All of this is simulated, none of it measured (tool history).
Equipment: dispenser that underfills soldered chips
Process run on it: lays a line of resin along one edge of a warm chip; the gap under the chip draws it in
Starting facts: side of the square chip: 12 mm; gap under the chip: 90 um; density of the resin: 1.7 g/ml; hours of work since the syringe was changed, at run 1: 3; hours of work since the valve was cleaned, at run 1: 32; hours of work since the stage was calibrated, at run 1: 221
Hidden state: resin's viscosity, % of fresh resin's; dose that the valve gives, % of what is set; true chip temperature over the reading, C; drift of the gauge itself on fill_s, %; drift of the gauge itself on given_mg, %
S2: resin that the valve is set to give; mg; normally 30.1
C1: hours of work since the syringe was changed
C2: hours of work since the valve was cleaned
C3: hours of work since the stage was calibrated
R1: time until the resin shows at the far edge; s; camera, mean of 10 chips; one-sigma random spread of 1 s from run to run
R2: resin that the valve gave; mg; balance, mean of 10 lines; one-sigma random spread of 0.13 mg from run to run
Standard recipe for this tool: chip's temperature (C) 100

run 1 hour=0.0 | chip's_temperature_(C)=100 S2=30.1 | C1=3 C2=32 C3=221 | R1=119.4 R2=29.43
-- hour=5.0 new syringe of resin
run 2 hour=6.9 | chip's_temperature_(C)=100 S2=30.1 | C1=1 C2=37 C3=226 | R1=111.6 R2=29.30
-- hour=14.0 new syringe of resin
run 3 hour=19.6 | chip's_temperature_(C)=100 S2=30.1 | C1=4 C2=46 C3=235 | R1=126.4 R2=29.19
-- hour=23.4 new syringe of resin
run 4 hour=29.7 | chip's_temperature_(C)=100 S2=30.1 | C1=5 C2=54 C3=242 | R1=130.5 R2=29.38
-- hour=32.2 new syringe of resin
-- hour=40.9 new syringe of resin
run 5 hour=42.1 | chip's_temperature_(C)=100 S2=34.7 | C1=1 C2=63 C3=251 | R1=103.1 R2=33.48
-- hour=50.2 new syringe of resin
run 6 hour=53.0 | chip's_temperature_(C)=100 S2=30.1 | C1=2 C2=71 C3=259 | R1=112.6 R2=28.69
-- hour=59.4 new syringe of resin
run 7 hour=59.6 | chip's_temperature_(C)=100 S2=30.1 | C1=0 C2=76 C3=264 | R1=107.6 R2=28.79
-- hour=68.6 new syringe of resin
run 8 hour=70.6 | chip's_temperature_(C)=100 S2=30.1 | C1=1 C2=84 C3=272 | R1=109.8 R2=28.68
-- hour=77.2 new syringe of resin
run 9 hour=77.9 | chip's_temperature_(C)=100 S2=30.1 | C1=1 C2=89 C3=278 | R1=109.1 R2=28.40
-- hour=85.9 new syringe of resin
run 10 hour=88.3 | chip's_temperature_(C)=100 S2=30.1 | C1=2 C2=97 C3=285 | R1=116.3 R2=28.44
-- hour=94.6 new syringe of resin
run 11 hour=101.0 | chip's_temperature_(C)=100 S2=30.1 | C1=5 C2=106 C3=295 | R1=137.0 R2=28.28
-- hour=103.7 new syringe of resin
run 12 hour=106.9 | chip's_temperature_(C)=114 S2=28.6 | C1=2 C2=110 C3=299 | R1=85.2 R2=26.86
-- hour=112.1 stage's temperature calibrated
-- hour=113.3 new syringe of resin
run 13 hour=117.9 | chip's_temperature_(C)=100 S2=37.7 | C1=3 C2=118 C3=4 | R1=115.9 R2=35.01
-- hour=122.1 new syringe of resin
-- hour=125.4 dispensing valve cleaned and set on the balance
run 14 hour=128.0 | chip's_temperature_(C)=100 S2=37.7 | C1=4 C2=2 C3=11 | R1=113.2 R2=37.43
-- hour=132.3 new syringe of resin
run 15 hour=136.0 | chip's_temperature_(C)=101 S2=29.2 | C1=3 C2=8 C3=17 | R1=110.8 R2=29.03
-- hour=140.9 new syringe of resin
run 16 hour=148.2 | chip's_temperature_(C)=110 S2=38.7 | C1=6 C2=17 C3=26 | R1=96.1 R2=38.09
-- hour=149.4 new syringe of resin
run 17 hour=156.1 | chip's_temperature_(C)=107 S2=38.9 | C1=5 C2=23 C3=31 | R1=99.6 R2=37.94
-- hour=158.3 new syringe of resin
run 18 hour=164.3 | chip's_temperature_(C)=102 S2=29.2 | C1=5 C2=29 C3=37 | R1=118.4 R2=28.55

What if the next run were any one of these 5? Each begins from the tool's condition after run 18:
-- hour=166.8 new syringe of resin
run A hour=171.0 | chip's_temperature_(C)=91 S2=29.2 | C1=3 C2=33 C3=42 | R1=? R2=?
-- hour=166.8 new syringe of resin
run B hour=171.0 | chip's_temperature_(C)=105 S2=29.2 | C1=3 C2=33 C3=42 | R1=? R2=?
-- hour=166.8 new syringe of resin
run C hour=171.0 | chip's_temperature_(C)=101 S2=30.2 | C1=3 C2=33 C3=42 | R1=? R2=?
-- hour=166.8 new syringe of resin
run D hour=171.0 | chip's_temperature_(C)=95 S2=27.2 | C1=3 C2=33 C3=42 | R1=? R2=?
-- hour=166.8 new syringe of resin
run E hour=171.0 | chip's_temperature_(C)=102 S2=34.7 | C1=3 C2=33 C3=42 | R1=? R2=?

run=A R1=151.1 R2=28.29
run=B R1=104.0 R2=28.30
run=C R1=116.5 R2=29.28
run=D R1=139.2 R2=26.56
run=E R1=109.9 R2=33.88
Stripped of hidden state, with their random variation kept, the same runs would have yielded:
run=A R1=125.9 R2=29.02
run=B R1=86.8 R2=29.03
run=C R1=97.2 R2=30.03
run=D R1=115.9 R2=27.24
run=E R1=91.9 R2=34.75
